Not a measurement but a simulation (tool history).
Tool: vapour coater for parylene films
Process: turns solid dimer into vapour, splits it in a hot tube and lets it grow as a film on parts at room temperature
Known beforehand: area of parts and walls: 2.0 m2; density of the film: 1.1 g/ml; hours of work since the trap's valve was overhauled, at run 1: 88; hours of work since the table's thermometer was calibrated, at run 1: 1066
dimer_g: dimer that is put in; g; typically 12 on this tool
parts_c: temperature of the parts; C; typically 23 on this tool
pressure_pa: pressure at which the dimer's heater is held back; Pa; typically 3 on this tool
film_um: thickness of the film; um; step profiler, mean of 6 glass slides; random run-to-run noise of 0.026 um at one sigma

run    hour  dimer_g  parts_c  pressure_pa  hours of work since the trap's valve was overhauled  hours of work since the table's thermometer was calibrated  film_um
  1       0       12       23            3                                                   88                                                        1066     4.21
  2    35.2       12       23            3                                                  109                                                        1087     4.21
  3   112.5       12       23            3                                                  155                                                        1134     4.19
  4   173.4       12       23            3                                                  192                                                        1170      4.2
  5   217.3       12       23            3                                                  218                                                        1197     4.16
  6     277       12       23            3                                                  254                                                        1233      4.2
  7   319.8       11       23            3                                                  280                                                        1258     3.86
  8   385.1       12       23            3                                                  319                                                        1297      4.2
  9   444.7       12       23            3                                                  355                                                        1333     4.21
 10   512.8       12       23            3                                                  396                                                        1374     4.22
 11   582.9       12       23         2.29                                                  438                                                        1416     4.33
 12   640.1       12       23            3                                                  472                                                        1451     4.17
 13   696.7       12       23            3                                                  506                                                        1485     4.19
 14   770.9       12       23            3                                                  551                                                        1529     4.18
 15   848.3       12       33            3                                                  598                                                        1576     2.79
 16   884.4       12       33            3                                                  619                                                        1598     2.75
      898.2  -- trap's valve overhauled
 17   956.1       12       23            3                                                   35                                                        1638     4.22
 18  1025.9       12       23            3                                                   77                                                        1680     4.17
 19  1079.8       12       23            3                                                  109                                                        1713     4.18
 20    1115       12       23            3                                                  130                                                        1734     4.19
 21  1195.2       12       17            3                                                  179                                                        1782     5.33
 22  1228.5       12       17            3                                                  199                                                        1802     5.32
 23  1265.6       12       23         9.88                                                  221                                                        1825      3.6
 24  1307.7       12       23         9.88                                                  246                                                        1850     3.59
 25  1357.6       12       20         8.35                                                  276                                                        1880     4.16
 26  1427.2       12       22         8.24                                                  318                                                        1922     3.82
 27  1494.9       20       18          2.4                                                  359                                                        1962     8.87
 28  1557.8       14       24         4.84                                                  397                                                        2000     4.44
 29  1614.4       12       16         3.78                                                  431                                                        2034     5.31
 30  1671.6       12       25         8.09                                                  465                                                        2069     3.39
 31  1712.8       12       23         8.09                                                  490                                                        2093     3.65
 32  1751.2       19       23          2.8                                                  513                                                        2117     6.68
 33  1822.3       14       18         2.45                                                  556                                                        2159     6.18
 34  1901.2       12       24         2.45                                                  603                                                        2207     4.12
     1942.4  -- trap's valve overhauled
 35    1953       20       23         6.52                                                    6                                                        2235     6.31
 36  2001.5       17       23            3                                                   36                                                        2265     5.91
 37  2043.5       17       17            3                                                   61                                                        2290     7.57
     2051.3  -- table's thermometer calibrated
 38  2107.6       12       20            3                                                   99                                                          34     4.76
 39  2181.2       12       15         4.72                                                  143                                                          78      5.4
 40  2254.9       12       16         4.72                                                  187                                                         122      5.3
 41  2309.5       12       16         4.72                                                  220                                                         155      5.3
 42  2353.3       20       26        10.83                                                  246                                                         182     5.23
 43  2403.6       12       18            3                                                  277                                                         212     5.15
 44  2449.9       12       18            3                                                  305                                                         240      5.2
 45  2525.6       12       18            3                                                  350                                                         285     5.16
 46    2576        9       33         5.56                                                  380                                                         315     1.93

Forecast each of these 3 alternatives for the next run:
  A  2618.2       17       33         5.56                                                  406                                                         341        ?
  B  2618.2        6       20         4.12                                                  406                                                         341        ?
  C  2618.2       11       33         5.56                                                  406                                                         341        ?

run  film_um
  A     3.61
  B     2.28
  C     2.31
Had the tool no hidden state, the same runs would have come out as:
run  film_um
  A     3.62
  B     2.29
  C     2.32
